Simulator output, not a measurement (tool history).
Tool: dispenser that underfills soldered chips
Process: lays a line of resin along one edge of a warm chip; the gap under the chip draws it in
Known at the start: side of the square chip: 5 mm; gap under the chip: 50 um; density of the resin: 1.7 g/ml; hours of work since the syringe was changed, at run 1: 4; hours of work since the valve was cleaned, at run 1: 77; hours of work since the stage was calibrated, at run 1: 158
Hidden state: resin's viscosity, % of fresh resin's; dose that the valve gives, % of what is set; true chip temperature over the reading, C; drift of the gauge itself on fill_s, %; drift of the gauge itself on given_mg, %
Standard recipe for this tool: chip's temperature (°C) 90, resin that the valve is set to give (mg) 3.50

run,day,chip's temperature (°C),resin that the valve is set to give (mg),hours of work since the syringe was changed,hours of work since the valve was cleaned,hours of work since the stage was calibrated,time until the resin shows at the far edge (s),resin that the valve gave (mg)
1,0.000,90,3.50,4,77,158,26.2,3.32
# day 0.150: new syringe of resin
# day 0.283: dispensing valve cleaned and set on the balance
2,0.438,90,3.50,4,2,164,26.1,3.43
# day 0.575: new syringe of resin
3,0.679,90,3.50,2,6,167,21.8,3.53
# day 0.962: new syringe of resin
4,1.021,100,3.50,1,11,173,12.9,3.42
# day 1.350: new syringe of resin
5,1.367,100,3.50,0,16,178,12.2,3.47
# day 1.738: new syringe of resin
6,1.800,90,4.17,1,22,184,20.8,4.11
7,1.988,90,4.17,4,25,187,25.5,4.12
# day 2.133: new syringe of resin
8,2.200,90,3.50,1,28,190,21.0,3.42
# day 2.525: new syringe of resin
9,2.554,90,3.06,0,34,195,20.2,2.94
# day 2.929: new syringe of resin
10,3.004,90,3.06,1,40,202,21.5,2.98
# day 3.321: new syringe of resin
11,3.462,90,3.50,2,47,209,21.6,3.40
# day 3.721: new syringe of resin
12,3.821,87,3.50,1,52,214,24.2,3.36
13,4.033,84,3.50,5,56,217,37.2,3.31
# day 4.112: new syringe of resin
14,4.375,84,3.50,4,61,222,34.3,3.28
# day 4.508: new syringe of resin
15,4.567,84,4.04,1,63,225,26.5,3.86
# day 4.900: new syringe of resin
16,4.900,90,3.60,0,68,230,19.0,3.45
17,5.179,90,4.46,4,73,234,26.3,4.23
# day 5.308: new syringe of resin
18,5.575,78,4.17,4,79,240,46.5,3.95
# day 5.688: new syringe of resin
# day 5.754: dispensing valve cleaned and set on the balance
19,5.812,78,4.17,1,1,243,36.2,4.11
20,6.025,104,3.21,5,4,246,13.7,3.21
# day 6.138: new syringe of resin
21,6.229,105,3.40,1,7,249,11.1,3.36
# day 6.546: new syringe of resin
22,6.658,96,3.04,2,13,256,16.2,3.03
# day 6.929: new syringe of resin
23,7.092,96,3.04,2,20,262,18.1,2.98
# day 7.325: new syringe of resin
24,7.475,104,3.91,2,26,268,11.4,3.80
# day 7.725: new syringe of resin
25,7.808,104,3.40,1,31,273,11.0,3.31
# day 8.129: new syringe of resin
26,8.254,104,3.40,2,37,279,12.1,3.26
# day 8.529: new syringe of resin
27,8.642,89,3.89,2,43,285,21.6,3.79
# day 8.917: new syringe of resin
28,8.917,89,3.89,0,47,289,18.6,3.77

4 options for the next run, each taken on its own from the tool as it stands now. Forecast them:
A,9.154,76,3.50,4,51,293,?,?
B,9.154,79,3.85,4,51,293,?,?
C,9.154,85,3.50,4,51,293,?,?
D,9.154,104,3.22,4,51,293,?,?

run,time until the resin shows at the far edge (s),resin that the valve gave (mg)
A,48.0,3.34
B,41.5,3.71
C,30.7,3.36
D,12.7,3.08
Stripped of hidden state, with their random variation kept, the same runs would have yielded:
run,time until the resin shows at the far edge (s),resin that the valve gave (mg)
A,40.1,3.49
B,34.7,3.87
C,25.5,3.50
D,10.4,3.21
